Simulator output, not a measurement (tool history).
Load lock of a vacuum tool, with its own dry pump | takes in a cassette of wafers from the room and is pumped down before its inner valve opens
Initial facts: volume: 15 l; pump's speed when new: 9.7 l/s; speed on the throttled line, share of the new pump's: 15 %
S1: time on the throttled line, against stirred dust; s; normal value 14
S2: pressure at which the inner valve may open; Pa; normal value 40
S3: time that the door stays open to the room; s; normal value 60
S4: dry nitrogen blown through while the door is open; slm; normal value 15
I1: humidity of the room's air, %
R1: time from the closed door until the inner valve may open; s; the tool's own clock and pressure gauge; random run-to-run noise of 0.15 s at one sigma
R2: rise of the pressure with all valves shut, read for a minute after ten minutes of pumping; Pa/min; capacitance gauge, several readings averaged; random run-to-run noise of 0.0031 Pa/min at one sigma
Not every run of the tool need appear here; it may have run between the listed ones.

run 1 hour=0 | S1=14 S2=40 S3=60 S4=15 | I1=45.6 | R1=24.4 R2=0.346
run 2 hour=158 | S1=14 S2=40 S3=60 S4=15 | I1=46.2 | R1=24.5 R2=0.349
run 3 hour=359 | S1=14 S2=40 S3=60 S4=15 | I1=47.9 | R1=24.2 R2=0.359
run 4 hour=483.3 | S1=14 S2=29 S3=60 S4=15 | I1=44.2 | R1=24.9 R2=0.364
run 5 hour=645 | S1=14 S2=29 S3=60 S4=15 | I1=43.8 | R1=25.4 R2=0.364
-- hour=663 door's seal changed, seat wiped
run 6 hour=822.7 | S1=14 S2=29 S3=60 S4=15 | I1=42.3 | R1=25.2 R2=0.069
run 7 hour=1032 | S1=14 S2=29 S3=60 S4=15 | I1=45.9 | R1=25.4 R2=0.074
run 8 hour=1291.4 | S1=14 S2=40 S3=60 S4=15 | I1=44.2 | R1=24.7 R2=0.078
run 9 hour=1463 | S1=14 S2=40 S3=60 S4=15 | I1=45.4 | R1=24.5 R2=0.079
run 10 hour=1597.8 | S1=14 S2=40 S3=60 S4=15 | I1=45.6 | R1=24.9 R2=0.08
run 11 hour=1729.6 | S1=14 S2=40 S3=60 S4=15 | I1=43.2 | R1=24.7 R2=0.079
run 12 hour=1990 | S1=14 S2=40 S3=60 S4=15 | I1=44.9 | R1=24.7 R2=0.087
run 13 hour=2199.2 | S1=14 S2=31 S3=60 S4=15 | I1=46.2 | R1=25.3 R2=0.089
run 14 hour=2470 | S1=27 S2=48 S3=26 S4=7 | I1=44.7 | R1=35 R2=0.074
run 15 hour=2740.8 | S1=24 S2=40 S3=60 S4=15 | I1=47.1 | R1=32.8 R2=0.092
run 16 hour=2896 | S1=14 S2=29 S3=60 S4=9 | I1=43.2 | R1=25.4 R2=0.102
run 17 hour=3081.3 | S1=14 S2=55 S3=43 S4=4 | I1=48.2 | R1=24.1 R2=0.106
run 18 hour=3296.5 | S1=13 S2=33 S3=60 S4=15 | I1=43.6 | R1=24.2 R2=0.102
run 19 hour=3522.9 | S1=13 S2=33 S3=60 S4=15 | I1=48.9 | R1=24.2 R2=0.105
run 20 hour=3659.7 | S1=12 S2=40 S3=60 S4=15 | I1=45.1 | R1=22.9 R2=0.104
run 21 hour=3907.8 | S1=14 S2=47 S3=60 S4=17 | I1=43.8 | R1=24.3 R2=0.107
run 22 hour=4056.8 | S1=14 S2=47 S3=60 S4=17 | I1=44.2 | R1=24.4 R2=0.107
run 23 hour=4181.5 | S1=14 S2=47 S3=60 S4=17 | I1=45.4 | R1=24.7 R2=0.11
run 24 hour=4320.6 | S1=14 S2=40 S3=60 S4=15 | I1=45.5 | R1=24.7 R2=0.113

Predict the results of run 25:
run 25 hour=4455.9 | S1=14 S2=40 S3=60 S4=15 | I1=44.3 | R1=? R2=?

For run 25 the tool returned R1 24.6 s, R2 0.117 Pa/min.
Minus the tool's unlogged condition, the same run would have read R1 23.8 s, R2 0.072 Pa/min.
